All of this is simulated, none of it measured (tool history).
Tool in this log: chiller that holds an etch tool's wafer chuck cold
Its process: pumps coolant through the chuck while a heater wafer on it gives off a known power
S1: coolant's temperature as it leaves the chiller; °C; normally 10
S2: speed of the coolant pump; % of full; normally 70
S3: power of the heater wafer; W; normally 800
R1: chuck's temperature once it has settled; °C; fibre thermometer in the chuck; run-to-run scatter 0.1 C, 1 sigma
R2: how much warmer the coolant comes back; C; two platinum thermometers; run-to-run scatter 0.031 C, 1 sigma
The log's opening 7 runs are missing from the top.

Run 8, hour 446.3: usual settings but S1 7 °C. Result: R1 14.9 °C, R2 2.55 C.
Run 9, hour 518.3: usual settings but S1 7 °C. Result: R1 14.8 °C, R2 2.51 C.
At hour 583.6: chiller's thermometer calibrated.
Run 10, hour 613.5: usual settings but S1 7 °C. Result: R1 15.0 °C, R2 2.55 C.
Run 11, hour 672.0: usual settings. Result: R1 18.0 °C, R2 2.48 C.
Run 12, hour 756.4: usual settings but S3 491 W. Result: R1 15.0 °C, R2 1.58 C.
Run 13, hour 807.8: usual settings but S2 90 % of full. Result: R1 16.3 °C, R2 1.99 C.
Run 14, hour 896.7: usual settings but S2 90 % of full. Result: R1 16.3 °C, R2 1.95 C.
Run 15, hour 983.3: usual settings. Result: R1 18.2 °C, R2 2.58 C.
Run 16, hour 1035.3: usual settings. Result: R1 18.0 °C, R2 2.55 C.
Run 17, hour 1099.5: usual settings but S1 11 °C, S2 82 % of full, S3 525 W. Result: R1 15.7 °C, R2 1.37 C.
Run 18, hour 1147.6: usual settings but S1 0 °C, S2 82 % of full, S3 694 W. Result: R1 6.0 °C, R2 1.88 C.
Run 19, hour 1195.3: usual settings but S1 6 °C, S2 72 % of full, S3 875 W. Result: R1 14.6 °C, R2 2.70 C.
Run 20, hour 1255.6: usual settings but S3 767 W. Result: R1 17.6 °C, R2 2.49 C.
Run 21, hour 1307.3: usual settings but S1 1 °C, S3 625 W. Result: R1 7.2 °C, R2 2.02 C.
Run 22, hour 1354.1: usual settings but S2 97 % of full, S3 421 W. Result: R1 12.9 °C, R2 0.95 C.
Run 23, hour 1438.4: usual settings but S1 2 °C, S2 84 % of full, S3 737 W. Result: R1 8.1 °C, R2 1.91 C.
Run 24, hour 1499.9: usual settings but S1 1 °C, S2 84 % of full, S3 785 W. Result: R1 7.5 °C, R2 2.14 C.
Run 25, hour 1545.3: usual settings but S3 448 W. Result: R1 14.5 °C, R2 1.44 C.
Run 26, hour 1637.3: usual settings but S1 9 °C, S2 85 % of full, S3 448 W. Result: R1 12.8 °C, R2 1.14 C.
Run 27, hour 1679.5: usual settings but S1 9 °C, S2 85 % of full, S3 448 W. Result: R1 12.7 °C, R2 1.13 C.
Run 28, hour 1772.9: usual settings but S1 13 °C, S2 85 % of full, S3 680 W. Result: R1 18.6 °C, R2 1.74 C.
Run 29, hour 1822.7: usual settings but S1 13 °C, S2 85 % of full, S3 680 W. Result: R1 18.5 °C, R2 1.77 C.
Run 30, hour 1871.4: usual settings but S1 14 °C, S2 100 % of full, S3 501 W. Result: R1 17.6 °C, R2 1.12 C.
Run 31, hour 1941.1: usual settings. Result: R1 18.0 °C, R2 2.57 C.

Here are 5 independent what-if runs from the current tool condition. What would each one return?
Run A, hour 1997.7: usual settings but S1 5 °C. Result: R1 ?, R2 ?.
Run B, hour 1997.7: usual settings but S3 523 W. Result: R1 ?, R2 ?.
Run C, hour 1997.7: usual settings but S3 509 W. Result: R1 ?, R2 ?.
Run D, hour 1997.7: usual settings but S1 15 °C. Result: R1 ?, R2 ?.
Run E, hour 1997.7: usual settings but S1 8 °C, S2 76 % of full. Result: R1 ?, R2 ?.

run    R1    R2
  A  13.1  2.54
  B  15.1  1.67
  C  15.0  1.54
  D  22.9  2.53
  E  15.5  2.30
With no hidden state in the tool, these same runs would have given:
run    R1    R2
  A  13.1  2.54
  B  15.1  1.67
  C  15.0  1.53
  D  22.9  2.53
  E  15.5  2.30

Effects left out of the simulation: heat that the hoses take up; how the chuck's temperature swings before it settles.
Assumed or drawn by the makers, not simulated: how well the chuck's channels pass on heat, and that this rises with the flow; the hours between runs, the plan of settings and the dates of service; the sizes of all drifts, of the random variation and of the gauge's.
